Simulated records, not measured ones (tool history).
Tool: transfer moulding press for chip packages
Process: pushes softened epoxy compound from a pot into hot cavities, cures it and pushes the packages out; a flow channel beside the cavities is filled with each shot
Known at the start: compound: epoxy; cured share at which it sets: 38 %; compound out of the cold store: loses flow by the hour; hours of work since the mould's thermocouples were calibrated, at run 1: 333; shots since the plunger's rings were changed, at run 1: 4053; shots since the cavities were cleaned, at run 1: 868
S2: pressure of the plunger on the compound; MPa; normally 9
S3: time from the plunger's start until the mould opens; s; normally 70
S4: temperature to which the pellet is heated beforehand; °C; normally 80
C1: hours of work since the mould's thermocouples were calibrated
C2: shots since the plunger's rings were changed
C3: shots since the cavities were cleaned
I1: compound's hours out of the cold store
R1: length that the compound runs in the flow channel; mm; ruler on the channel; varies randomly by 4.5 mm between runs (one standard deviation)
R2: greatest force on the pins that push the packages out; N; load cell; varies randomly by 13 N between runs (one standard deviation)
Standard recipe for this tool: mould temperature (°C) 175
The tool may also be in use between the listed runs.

{"run": 1, "day": 0.0, "mould temperature (°C)": 175, "S2": 9, "S3": 70, "S4": 80, "C1": 333, "C2": 4053, "C3": 868, "I1": 32.1, "R1": 672, "R2": 1190}
{"day": 0.188, "done": "cavities cleaned with cleaning compound and waxed"}
{"run": 2, "day": 0.542, "mould temperature (°C)": 175, "S2": 9, "S3": 70, "S4": 80, "C1": 341, "C2": 4264, "C3": 156, "I1": 29.9, "R1": 675, "R2": 806}
{"run": 3, "day": 0.988, "mould temperature (°C)": 175, "S2": 9.37, "S3": 70, "S4": 80, "C1": 348, "C2": 4459, "C3": 351, "I1": 44.6, "R1": 666, "R2": 964}
{"day": 1.217, "done": "plunger's sealing rings changed"}
{"run": 4, "day": 1.683, "mould temperature (°C)": 175, "S2": 9.37, "S3": 70, "S4": 87, "C1": 358, "C2": 203, "C3": 609, "I1": 37.9, "R1": 709, "R2": 1066}
{"run": 5, "day": 2.062, "mould temperature (°C)": 175, "S2": 9, "S3": 70, "S4": 80, "C1": 364, "C2": 369, "C3": 775, "I1": 32.3, "R1": 697, "R2": 1170}
{"day": 2.442, "done": "cavities cleaned with cleaning compound and waxed"}
{"run": 6, "day": 2.7, "mould temperature (°C)": 175, "S2": 9, "S3": 103, "S4": 80, "C1": 373, "C2": 622, "C3": 114, "I1": 25.4, "R1": 715, "R2": 550}
{"run": 7, "day": 3.079, "mould temperature (°C)": 175, "S2": 9, "S3": 103, "S4": 80, "C1": 379, "C2": 787, "C3": 279, "I1": 39.2, "R1": 689, "R2": 649}
{"run": 8, "day": 3.679, "mould temperature (°C)": 175, "S2": 9, "S3": 103, "S4": 80, "C1": 389, "C2": 1050, "C3": 542, "I1": 45.4, "R1": 677, "R2": 755}
{"run": 9, "day": 4.162, "mould temperature (°C)": 175, "S2": 9, "S3": 103, "S4": 80, "C1": 397, "C2": 1263, "C3": 755, "I1": 25.6, "R1": 694, "R2": 803}
{"day": 4.592, "done": "cavities cleaned with cleaning compound and waxed"}
{"run": 10, "day": 4.738, "mould temperature (°C)": 175, "S2": 9, "S3": 70, "S4": 76, "C1": 405, "C2": 1487, "C3": 65, "I1": 29.2, "R1": 694, "R2": 730}
{"run": 11, "day": 5.229, "mould temperature (°C)": 175, "S2": 9, "S3": 70, "S4": 80, "C1": 413, "C2": 1703, "C3": 281, "I1": 32.8, "R1": 683, "R2": 891}
{"run": 12, "day": 5.558, "mould temperature (°C)": 175, "S2": 9, "S3": 70, "S4": 80, "C1": 418, "C2": 1846, "C3": 424, "I1": 38.3, "R1": 681, "R2": 1009}
{"run": 13, "day": 6.279, "mould temperature (°C)": 174, "S2": 9, "S3": 70, "S4": 80, "C1": 430, "C2": 2162, "C3": 740, "I1": 32.4, "R1": 682, "R2": 1250}
{"day": 6.767, "done": "cavities cleaned with cleaning compound and waxed"}
{"run": 14, "day": 7.012, "mould temperature (°C)": 174, "S2": 9, "S3": 70, "S4": 80, "C1": 441, "C2": 2455, "C3": 107, "I1": 36.5, "R1": 679, "R2": 772}
{"run": 15, "day": 7.738, "mould temperature (°C)": 178, "S2": 6.86, "S3": 74, "S4": 78, "C1": 452, "C2": 2773, "C3": 425, "I1": 16.9, "R1": 608, "R2": 808}
{"run": 16, "day": 8.388, "mould temperature (°C)": 175, "S2": 7.87, "S3": 70, "S4": 80, "C1": 463, "C2": 3058, "C3": 710, "I1": 41.7, "R1": 630, "R2": 1126}
{"day": 8.938, "done": "cavities cleaned with cleaning compound and waxed"}
{"run": 17, "day": 8.992, "mould temperature (°C)": 173, "S2": 8.9, "S3": 94, "S4": 80, "C1": 472, "C2": 3296, "C3": 25, "I1": 13.3, "R1": 704, "R2": 489}
{"run": 18, "day": 9.496, "mould temperature (°C)": 173, "S2": 8.9, "S3": 94, "S4": 80, "C1": 480, "C2": 3516, "C3": 245, "I1": 28.7, "R1": 682, "R2": 657}
{"day": 9.633, "done": "mould's thermocouples calibrated"}
{"run": 19, "day": 10.05, "mould temperature (°C)": 173, "S2": 9.21, "S3": 78, "S4": 88, "C1": 7, "C2": 3722, "C3": 451, "I1": 15.1, "R1": 699, "R2": 890}
{"run": 20, "day": 10.625, "mould temperature (°C)": 175, "S2": 9, "S3": 57, "S4": 80, "C1": 16, "C2": 3974, "C3": 703, "I1": 46.6, "R1": 664, "R2": 1904}
{"run": 21, "day": 10.946, "mould temperature (°C)": 175, "S2": 10.6, "S3": 58, "S4": 80, "C1": 21, "C2": 4115, "C3": 844, "I1": 43.9, "R1": 720, "R2": 1971}
{"day": 11.175, "done": "cavities cleaned with cleaning compound and waxed"}
{"run": 22, "day": 11.6, "mould temperature (°C)": 175, "S2": 10.6, "S3": 58, "S4": 80, "C1": 31, "C2": 4375, "C3": 187, "I1": 44.7, "R1": 713, "R2": 1374}
{"day": 11.867, "done": "mould's thermocouples calibrated, once more"}
{"day": 12.083, "done": "plunger's sealing rings changed"}
{"run": 23, "day": 12.542, "mould temperature (°C)": 171, "S2": 8.98, "S3": 56, "S4": 73, "C1": 9, "C2": 200, "C3": 516, "I1": 41.9, "R1": 697, "R2": 2593}
{"run": 24, "day": 12.958, "mould temperature (°C)": 171, "S2": 8.83, "S3": 86, "S4": 73, "C1": 16, "C2": 382, "C3": 698, "I1": 30.4, "R1": 693, "R2": 956}
{"run": 25, "day": 13.308, "mould temperature (°C)": 171, "S2": 8.83, "S3": 86, "S4": 73, "C1": 22, "C2": 536, "C3": 852, "I1": 24.1, "R1": 711, "R2": 991}
{"day": 13.533, "done": "cavities cleaned with cleaning compound and waxed"}
{"run": 26, "day": 13.967, "mould temperature (°C)": 182, "S2": 10.97, "S3": 97, "S4": 84, "C1": 31, "C2": 797, "C3": 190, "I1": 11.1, "R1": 785, "R2": 591}
{"run": 27, "day": 14.554, "mould temperature (°C)": 182, "S2": 8.78, "S3": 97, "S4": 80, "C1": 41, "C2": 1054, "C3": 447, "I1": 25.2, "R1": 677, "R2": 753}

Take each entry between the runs: how does the hidden state at the last listed run before it differ from the hidden state at the first listed run after it?
After run 1, before run 2: cavities cleaned with cleaning compound and waxed (day 0.188)
  true mould temperature over the reading, C: 0.54 -> 0.56; pressure that reaches the compound, % of what is set: 92.46 -> 92.09; grip of the stained cavities, % over clean ones': 85.4 -> 25.8
  the result without the hidden state subtracted from the measured one, R1: -28 -> -29 mm; R2: +528 -> +144 N
After run 3, before run 4: plunger's sealing rings changed (day 1.217)
  true mould temperature over the reading, C: 0.57 -> 0.59; pressure that reaches the compound, % of what is set: 91.73 -> 99.22; grip of the stained cavities, % over clean ones': 51.7 -> 74.6
  the result without the hidden state subtracted from the measured one, R1: -30 -> -4 mm; R2: +309 -> +437 N
After run 5, before run 6: cavities cleaned with cleaning compound and waxed (day 2.442)
  true mould temperature over the reading, C: 0.6 -> 0.62; pressure that reaches the compound, % of what is set: 98.9 -> 98.4; grip of the stained cavities, % over clean ones': 84.6 -> 20.8
  the result without the hidden state subtracted from the measured one, R1: -5 -> -7 mm; R2: +513 -> +94 N
After run 9, before run 10: cavities cleaned with cleaning compound and waxed (day 4.592)
  true mould temperature over the reading, C: 0.67 -> 0.69; pressure that reaches the compound, % of what is set: 97.17 -> 96.7; grip of the stained cavities, % over clean ones': 84.2 -> 13.3
  the result without the hidden state subtracted from the measured one, R1: -11 -> -13 mm; R2: +365 -> +60 N
After run 13, before run 14: cavities cleaned with cleaning compound and waxed (day 6.767)
  true mould temperature over the reading, C: 0.74 -> 0.76; pressure that reaches the compound, % of what is set: 95.36 -> 94.77; grip of the stained cavities, % over clean ones': 83.2 -> 20
  the result without the hidden state subtracted from the measured one, R1: -18 -> -20 mm; R2: +537 -> +100 N
After run 16, before run 17: cavities cleaned with cleaning compound and waxed (day 8.938)
  true mould temperature over the reading, C: 0.81 -> 0.82; pressure that reaches the compound, % of what is set: 93.6 -> 93.15; grip of the stained cavities, % over clean ones': 81.8 -> 4.8
  the result without the hidden state subtracted from the measured one, R1: -23 -> -27 mm; R2: +481 -> +17 N
After run 18, before run 19: mould's thermocouples calibrated (day 9.633)
  true mould temperature over the reading, C: 0.84 -> 0.98; pressure that reaches the compound, % of what is set: 92.73 -> 92.32; grip of the stained cavities, % over clean ones': 38.8 -> 62.1
  the result without the hidden state subtracted from the measured one, R1: -28 -> -30 mm; R2: +178 -> +318 N
After run 21, before run 22: cavities cleaned with cleaning compound and waxed (day 11.175)
  true mould temperature over the reading, C: 1.01 -> 1.03; pressure that reaches the compound, % of what is set: 91.57 -> 91.1; grip of the stained cavities, % over clean ones': 88.5 -> 31.9
  the result without the hidden state subtracted from the measured one, R1: -34 -> -36 mm; R2: +855 -> +259 N
After run 22, before run 23: mould's thermocouples calibrated, once more (day 11.867); plunger's sealing rings changed (day 12.083)
  true mould temperature over the reading, C: 1.03 -> 0.18; pressure that reaches the compound, % of what is set: 91.1 -> 99.01; grip of the stained cavities, % over clean ones': 31.9 -> 66.9
  the result without the hidden state subtracted from the measured one, R1: -36 -> -3 mm; R2: +259 -> +1026 N
After run 25, before run 26: cavities cleaned with cleaning compound and waxed (day 13.533)
  true mould temperature over the reading, C: 0.2 -> 0.22; pressure that reaches the compound, % of what is set: 98.41 -> 97.89; grip of the stained cavities, % over clean ones': 88.5 -> 32.9
  the result without the hidden state subtracted from the measured one, R1: -6 -> -9 mm; R2: +461 -> +146 N
